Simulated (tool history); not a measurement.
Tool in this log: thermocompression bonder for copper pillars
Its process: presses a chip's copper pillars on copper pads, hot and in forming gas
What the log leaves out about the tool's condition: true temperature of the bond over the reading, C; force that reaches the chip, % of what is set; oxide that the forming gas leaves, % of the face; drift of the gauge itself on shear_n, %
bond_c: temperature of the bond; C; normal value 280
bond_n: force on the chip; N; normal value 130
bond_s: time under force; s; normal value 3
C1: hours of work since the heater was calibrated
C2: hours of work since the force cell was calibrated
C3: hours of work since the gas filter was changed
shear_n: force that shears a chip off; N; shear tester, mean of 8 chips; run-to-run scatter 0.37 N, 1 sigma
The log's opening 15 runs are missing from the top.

{"run": 16, "hour": 120.5, "bond_c": 282, "bond_n": 130, "bond_s": 3, "C1": 219, "C2": 155, "C3": 5, "shear_n": 36.3}
{"run": 17, "hour": 125.0, "bond_c": 280, "bond_n": 130, "bond_s": 2, "C1": 221, "C2": 157, "C3": 7, "shear_n": 30.7}
{"run": 18, "hour": 131.2, "bond_c": 280, "bond_n": 130, "bond_s": 2, "C1": 223, "C2": 160, "C3": 10, "shear_n": 31.3}
{"run": 19, "hour": 139.6, "bond_c": 280, "bond_n": 130, "bond_s": 2, "C1": 227, "C2": 163, "C3": 14, "shear_n": 30.8}
{"run": 20, "hour": 148.0, "bond_c": 280, "bond_n": 130, "bond_s": 2, "C1": 230, "C2": 167, "C3": 17, "shear_n": 30.7}
{"run": 21, "hour": 155.8, "bond_c": 253, "bond_n": 130, "bond_s": 2, "C1": 234, "C2": 170, "C3": 20, "shear_n": 20.8}
{"run": 22, "hour": 163.4, "bond_c": 253, "bond_n": 130, "bond_s": 2, "C1": 237, "C2": 173, "C3": 24, "shear_n": 21.6}
{"run": 23, "hour": 170.2, "bond_c": 255, "bond_n": 82, "bond_s": 3, "C1": 240, "C2": 176, "C3": 26, "shear_n": 15.8}
{"run": 24, "hour": 180.1, "bond_c": 291, "bond_n": 191, "bond_s": 6, "C1": 244, "C2": 181, "C3": 31, "shear_n": 66.4}
{"run": 25, "hour": 188.0, "bond_c": 291, "bond_n": 191, "bond_s": 6, "C1": 247, "C2": 184, "C3": 34, "shear_n": 66.9}
{"run": 26, "hour": 194.7, "bond_c": 309, "bond_n": 135, "bond_s": 4, "C1": 250, "C2": 187, "C3": 37, "shear_n": 54.9}
{"run": 27, "hour": 202.1, "bond_c": 261, "bond_n": 98, "bond_s": 3, "C1": 253, "C2": 190, "C3": 40, "shear_n": 21.2}
{"run": 28, "hour": 211.0, "bond_c": 301, "bond_n": 151, "bond_s": 3, "C1": 257, "C2": 194, "C3": 44, "shear_n": 50.3}
{"run": 29, "hour": 220.9, "bond_c": 299, "bond_n": 175, "bond_s": 3, "C1": 261, "C2": 198, "C3": 48, "shear_n": 54.7}
{"run": 30, "hour": 225.2, "bond_c": 304, "bond_n": 130, "bond_s": 3, "C1": 263, "C2": 200, "C3": 50, "shear_n": 46.5}
{"run": 31, "hour": 234.1, "bond_c": 304, "bond_n": 130, "bond_s": 3, "C1": 267, "C2": 203, "C3": 54, "shear_n": 46.7}
{"run": 32, "hour": 244.1, "bond_c": 251, "bond_n": 80, "bond_s": 4, "C1": 271, "C2": 208, "C3": 58, "shear_n": 17.4}
{"run": 33, "hour": 250.0, "bond_c": 273, "bond_n": 178, "bond_s": 2, "C1": 274, "C2": 210, "C3": 60, "shear_n": 36.4}
{"run": 34, "hour": 255.4, "bond_c": 265, "bond_n": 130, "bond_s": 3, "C1": 276, "C2": 213, "C3": 63, "shear_n": 29.3}
{"run": 35, "hour": 265.6, "bond_c": 265, "bond_n": 130, "bond_s": 3, "C1": 280, "C2": 217, "C3": 67, "shear_n": 29.7}
{"run": 36, "hour": 273.3, "bond_c": 252, "bond_n": 130, "bond_s": 3, "C1": 284, "C2": 220, "C3": 70, "shear_n": 25.1}
{"run": 37, "hour": 282.3, "bond_c": 284, "bond_n": 109, "bond_s": 4, "C1": 287, "C2": 224, "C3": 74, "shear_n": 36.6}
{"run": 38, "hour": 289.9, "bond_c": 260, "bond_n": 156, "bond_s": 3, "C1": 291, "C2": 227, "C3": 77, "shear_n": 32.6}

Run 39, settings as shown, results not yet in. Your forecast:
{"run": 39, "hour": 299.1, "bond_c": 289, "bond_n": 122, "bond_s": 7, "C1": 295, "C2": 231, "C3": 81, "shear_n": "?"}

Run 39 yielded shear_n 51.4 N.
Take away the tool's hidden state, keep the run-to-run variation as it was, and the same run would have given shear_n 51.2 N.
